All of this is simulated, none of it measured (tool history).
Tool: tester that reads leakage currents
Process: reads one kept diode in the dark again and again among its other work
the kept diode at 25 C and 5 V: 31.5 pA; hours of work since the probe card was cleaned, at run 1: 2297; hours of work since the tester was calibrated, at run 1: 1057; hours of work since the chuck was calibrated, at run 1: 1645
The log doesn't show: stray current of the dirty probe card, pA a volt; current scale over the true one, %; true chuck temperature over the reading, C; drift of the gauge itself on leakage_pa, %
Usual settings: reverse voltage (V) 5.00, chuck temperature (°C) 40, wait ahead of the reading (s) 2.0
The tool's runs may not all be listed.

run,day,reverse voltage (V),chuck temperature (°C),wait ahead of the reading (s),hours of work since the probe card was cleaned,hours of work since the tester was calibrated,hours of work since the chuck was calibrated,current that the tester gives (pA)
1,0.000,5.00,40,2.0,2297,1057,1645,90.98
2,1.700,5.00,40,2.0,2318,1078,1666,90.99
3,3.954,5.00,40,2.0,2346,1106,1694,90.51
4,6.979,5.00,40,2.0,2383,1143,1731,90.47
5,8.529,5.00,40,2.0,2403,1163,1751,90.64
6,9.946,5.00,40,2.0,2420,1180,1768,90.56
7,12.304,5.00,40,2.0,2449,1209,1797,90.65
8,13.754,4.17,40,2.0,2467,1227,1815,82.75
9,16.488,5.00,23,2.0,2501,1261,1849,30.28
10,17.871,5.00,45,2.0,2518,1278,1866,124.08
11,19.675,5.00,40,2.0,2541,1301,1889,90.18
# day 20.650: chuck's temperature calibrated
12,22.654,3.43,40,2.0,2576,1337,25,78.12
13,24.038,3.43,40,9.5,2594,1354,42,77.91
14,27.071,5.00,40,2.0,2631,1391,80,95.14
15,29.404,5.00,40,2.0,2660,1420,108,94.81
16,31.071,1.46,40,2.0,2681,1441,129,50.56
17,33.904,1.46,40,2.0,2716,1476,164,50.65
18,36.571,1.70,40,2.0,2749,1509,197,54.66
19,38.992,1.70,40,2.0,2779,1539,227,54.73

Run 20 comes next. What will it give?
20,41.312,1.70,40,2.0,2808,1568,256,?

{"run 20": {"current that the tester gives (pA)": 54.76}}
Without the tool's hidden state the same run would have given current that the tester gives (pA) 53.81.

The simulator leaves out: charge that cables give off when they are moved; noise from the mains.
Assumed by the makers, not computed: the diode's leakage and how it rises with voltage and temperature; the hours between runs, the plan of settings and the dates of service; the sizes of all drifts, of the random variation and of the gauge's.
